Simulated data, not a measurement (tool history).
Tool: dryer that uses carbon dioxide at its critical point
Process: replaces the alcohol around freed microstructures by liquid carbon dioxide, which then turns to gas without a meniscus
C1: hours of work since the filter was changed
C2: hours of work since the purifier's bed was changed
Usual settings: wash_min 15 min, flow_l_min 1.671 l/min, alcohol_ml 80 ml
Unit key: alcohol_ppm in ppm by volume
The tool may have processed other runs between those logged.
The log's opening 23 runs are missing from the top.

run 24 hour=397.0 | wash_min=20 flow_l_min=1.110 alcohol_ml=27 | C1=43 C2=528 | alcohol_ppm=102
run 25 hour=411.5 | wash_min=9 flow_l_min=1.671 alcohol_ml=56 | C1=50 C2=535 | alcohol_ppm=639
run 26 hour=433.5 | wash_min=22 flow_l_min=1.520 alcohol_ml=54 | C1=60 C2=545 | alcohol_ppm=56
run 27 hour=450.7 | wash_min=15 flow_l_min=1.630 alcohol_ml=80 | C1=68 C2=553 | alcohol_ppm=176
run 28 hour=464.1 | wash_min=15 flow_l_min=1.630 alcohol_ml=80 | C1=74 C2=559 | alcohol_ppm=184
run 29 hour=476.3 | wash_min=18 flow_l_min=2.020 alcohol_ml=33 | C1=80 C2=564 | alcohol_ppm=66
run 30 hour=489.2 | wash_min=14 flow_l_min=1.800 alcohol_ml=51 | C1=86 C2=570 | alcohol_ppm=127
run 31 hour=507.0 | wash_min=15 flow_l_min=1.190 alcohol_ml=81 | C1=94 C2=578 | alcohol_ppm=620
run 32 hour=527.8 | wash_min=19 flow_l_min=1.140 alcohol_ml=80 | C1=103 C2=588 | alcohol_ppm=315
run 33 hour=542.8 | wash_min=13 flow_l_min=1.480 alcohol_ml=26 | C1=110 C2=595 | alcohol_ppm=200
run 34 hour=562.3 | wash_min=22 flow_l_min=1.671 alcohol_ml=93 | C1=119 C2=604 | alcohol_ppm=79
run 35 hour=578.5 | wash_min=23 flow_l_min=2.200 alcohol_ml=36 | C1=127 C2=611 | alcohol_ppm=55
run 36 hour=588.9 | wash_min=18 flow_l_min=1.040 alcohol_ml=28 | C1=132 C2=616 | alcohol_ppm=245
run 37 hour=612.6 | wash_min=18 flow_l_min=1.040 alcohol_ml=28 | C1=142 C2=627 | alcohol_ppm=259

Predict each of these 5 candidate next runs independently; none follows another, all start after run 37:
run A hour=629.2 | wash_min=9 flow_l_min=2.300 alcohol_ml=28 | C1=150 C2=635 | alcohol_ppm=?
run B hour=629.2 | wash_min=18 flow_l_min=1.460 alcohol_ml=28 | C1=150 C2=635 | alcohol_ppm=?
run C hour=629.2 | wash_min=10 flow_l_min=2.070 alcohol_ml=33 | C1=150 C2=635 | alcohol_ppm=?
run D hour=629.2 | wash_min=10 flow_l_min=1.970 alcohol_ml=50 | C1=150 C2=635 | alcohol_ppm=?
run E hour=629.2 | wash_min=17 flow_l_min=1.671 alcohol_ml=29 | C1=150 C2=635 | alcohol_ppm=?

run=A alcohol_ppm=209
run=B alcohol_ppm=105
run=C alcohol_ppm=219
run=D alcohol_ppm=368
run=E alcohol_ppm=83
The same runs, with their run-to-run variation unchanged, on a tool lacking any hidden condition would have given:
run=A alcohol_ppm=86
run=B alcohol_ppm=31
run=C alcohol_ppm=88
run=D alcohol_ppm=167
run=E alcohol_ppm=16
